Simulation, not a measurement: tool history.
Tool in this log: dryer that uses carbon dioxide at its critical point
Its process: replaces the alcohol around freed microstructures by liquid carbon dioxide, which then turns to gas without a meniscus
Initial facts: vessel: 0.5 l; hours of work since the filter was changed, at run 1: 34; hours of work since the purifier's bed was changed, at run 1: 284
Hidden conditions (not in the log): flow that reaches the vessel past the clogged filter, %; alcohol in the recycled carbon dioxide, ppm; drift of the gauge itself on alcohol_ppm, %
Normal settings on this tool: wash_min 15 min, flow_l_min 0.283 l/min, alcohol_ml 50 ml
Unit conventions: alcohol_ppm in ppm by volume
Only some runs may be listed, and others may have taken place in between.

run   hour  wash_min  flow_l_min  alcohol_ml  hours of work since the filter was changed  hours of work since the purifier's bed was changed  alcohol_ppm
  1      0        15       0.283          50                                          34                                                 284          116
  2   38.2        15       0.283          50                                          65                                                 314          114
  3   65.9        15       0.283          50                                          87                                                 336          122
  4   89.8        15       0.283          50                                         106                                                 355          130
  5  117.4        15       0.283          50                                         128                                                 377          131
  6  138.4        15       0.283          50                                         145                                                 394          131
  7  178.2        15       0.283          52                                         176                                                 425          139
  8  206.9        15       0.283          52                                         199                                                 448          158
  9  225.2        15       0.283          54                                         214                                                 463          169
 10  252.7        15       0.283          54                                         235                                                 485          171
 11  280.7        15       0.283          52                                         258                                                 507          171
     287.9  -- inlet filter changed
 12  305.8        15       0.283          52                                          14                                                 526          127
 13  343.8        15       0.283          52                                          44                                                 556          135
 14  365.8        15       0.283          52                                          62                                                 574          144
 15  397.1        15       0.283          52                                          87                                                 599          147
 16    433        15       0.283          50                                         115                                                 627          150
 17  453.1        15       0.283          50                                         131                                                 643          159
 18  492.6        12       0.257          50                                         163                                                 675          748
 19  521.5        12       0.257          50                                         186                                                 698          780
 20  544.5        15       0.427          41                                         204                                                 716           63
 21  564.2        18       0.229          41                                         220                                                 732          180
 22  588.7        15       0.259          27                                         239                                                 751          183
     620.3  -- inlet filter changed
 23  629.3        15       0.259          27                                           7                                                 783          147
 24  646.1        23       0.258          27                                          21                                                 796           67
 25  685.8        23       0.378          50                                          52                                                 828           75
 26  719.6        23       0.378          50                                          79                                                 855           77
 27  759.5        12       0.378          58                                         111                                                 887          148
 28  789.3        12       0.306          53                                         134                                                 910          350
 29  808.9        15       0.283          43                                         150                                                 926          169
 30  831.6        15       0.227          94                                         168                                                 944          806
 31  859.7        15       0.227          94                                         191                                                 966          838
 32  898.5        15       0.227          94                                         221                                                 997          890
 33  917.7        15       0.227          94                                         237                                                1012          915

Hidden state or all else? Some run-to-run changes of alcohol_ppm, split into what the settings, what came in and random variation would give without the hidden state, and what is left for the hidden state (with any gauge scatter that isn't in both results):
Run 17 -> 18: wash_min 15 -> 12, flow_l_min 0.283 -> 0.257. alcohol_ppm +589 ppm by volume: hidden state +132, all else +457.
Run 19 -> 20: wash_min 12 -> 15, flow_l_min 0.257 -> 0.427, alcohol_ml 50 -> 41. alcohol_ppm -717 ppm by volume: hidden state -174, all else -543.
Run 29 -> 30: flow_l_min 0.283 -> 0.227, alcohol_ml 43 -> 94. alcohol_ppm +637 ppm by volume: hidden state +149, all else +488.
